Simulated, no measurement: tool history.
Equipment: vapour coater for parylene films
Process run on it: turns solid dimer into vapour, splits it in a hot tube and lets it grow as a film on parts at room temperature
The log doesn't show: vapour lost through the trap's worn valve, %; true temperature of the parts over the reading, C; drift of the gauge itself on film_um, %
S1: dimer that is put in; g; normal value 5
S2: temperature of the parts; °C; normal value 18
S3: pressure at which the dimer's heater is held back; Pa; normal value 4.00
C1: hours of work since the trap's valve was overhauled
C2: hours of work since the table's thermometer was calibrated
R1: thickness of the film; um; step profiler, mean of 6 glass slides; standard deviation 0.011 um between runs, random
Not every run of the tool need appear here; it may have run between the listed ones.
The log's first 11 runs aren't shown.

| run | hour | S1 | S2 | S3 | C1 | C2 | R1 |
|---|---|---|---|---|---|---|---|
| 12 | 160.5 | 5 | 18 | 4.00 | 242 | 748 | 2.51 |
| 13 | 181.3 | 5 | 18 | 4.00 | 260 | 766 | 2.51 |
| 14 | 191.4 | 5 | 19 | 4.00 | 269 | 774 | 2.38 |
|  | 196.3 | trap's valve overhauled |
| 15 | 216.6 | 5 | 19 | 4.00 | 18 | 793 | 2.34 |
| 16 | 228.6 | 8 | 25 | 2.27 | 28 | 803 | 3.06 |
| 17 | 244.5 | 8 | 25 | 2.27 | 42 | 817 | 3.07 |
| 18 | 261.2 | 5 | 23 | 4.00 | 56 | 831 | 1.98 |
| 19 | 280.6 | 5 | 12 | 6.51 | 73 | 848 | 3.01 |
|  | 287.9 | trap's valve overhauled, once more |
| 20 | 304.9 | 5 | 18 | 7.06 | 15 | 866 | 2.39 |
| 21 | 319.9 | 5 | 29 | 2.20 | 28 | 879 | 1.69 |

The next listed run, before its measurement:
| 22 | 334.9 | 5 | 29 | 2.20 | 41 | 892 | ? |

{"run 22": {"R1": 1.69}}
If the tool had no hidden condition, the same run with the same run-to-run variation would have returned R1 1.67 um.

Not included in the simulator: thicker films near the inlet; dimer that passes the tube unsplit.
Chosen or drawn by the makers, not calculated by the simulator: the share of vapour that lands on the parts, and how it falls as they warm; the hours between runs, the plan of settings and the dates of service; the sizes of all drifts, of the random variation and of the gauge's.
